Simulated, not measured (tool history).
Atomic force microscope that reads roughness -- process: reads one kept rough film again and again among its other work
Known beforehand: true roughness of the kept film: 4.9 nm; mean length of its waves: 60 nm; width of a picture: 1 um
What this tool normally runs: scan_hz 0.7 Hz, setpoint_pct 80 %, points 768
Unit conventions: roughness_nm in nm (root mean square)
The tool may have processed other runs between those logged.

run 1 hour=0 | scan_hz=0.7 setpoint_pct=80 points=768 | roughness_nm=4.58
run 2 hour=31.7 | scan_hz=0.7 setpoint_pct=80 points=768 | roughness_nm=4.525
run 3 hour=70.3 | scan_hz=0.7 setpoint_pct=80 points=768 | roughness_nm=4.393
run 4 hour=89.3 | scan_hz=0.7 setpoint_pct=82 points=768 | roughness_nm=4.419
-- hour=97.8 new tip fitted
run 5 hour=106.3 | scan_hz=0.7 setpoint_pct=80 points=407 | roughness_nm=4.608
run 6 hour=137.6 | scan_hz=0.7 setpoint_pct=80 points=407 | roughness_nm=4.499
run 7 hour=170.2 | scan_hz=0.7 setpoint_pct=80 points=768 | roughness_nm=4.415
-- hour=195.6 new tip fitted
run 8 hour=205.8 | scan_hz=0.7 setpoint_pct=80 points=768 | roughness_nm=4.546
run 9 hour=230.6 | scan_hz=1.203 setpoint_pct=80 points=768 | roughness_nm=4.423
-- hour=235.2 height scale calibrated on a step standard
run 10 hour=248 | scan_hz=1.203 setpoint_pct=80 points=768 | roughness_nm=4.393
run 11 hour=269.7 | scan_hz=1.203 setpoint_pct=80 points=768 | roughness_nm=4.308
-- hour=294.7 new tip fitted
run 12 hour=294.7 | scan_hz=3.604 setpoint_pct=80 points=768 | roughness_nm=4.15
run 13 hour=312 | scan_hz=3.604 setpoint_pct=84 points=768 | roughness_nm=3.964
run 14 hour=339.1 | scan_hz=3.604 setpoint_pct=84 points=768 | roughness_nm=3.936
run 15 hour=362.5 | scan_hz=2.03 setpoint_pct=57 points=1006 | roughness_nm=4.496
-- hour=369.5 height scale calibrated on a step standard, once more
-- hour=393 new tip fitted
run 16 hour=398.9 | scan_hz=1.774 setpoint_pct=57 points=269 | roughness_nm=4.619

Forecast run 17:
run 17 hour=417 | scan_hz=1.774 setpoint_pct=57 points=368 | roughness_nm=?

Run 17 gave roughness_nm 4.54 nm (root mean square).
Were there no unlogged condition in the tool, this run, its random variation unchanged, would have produced roughness_nm 4.605 nm (root mean square).
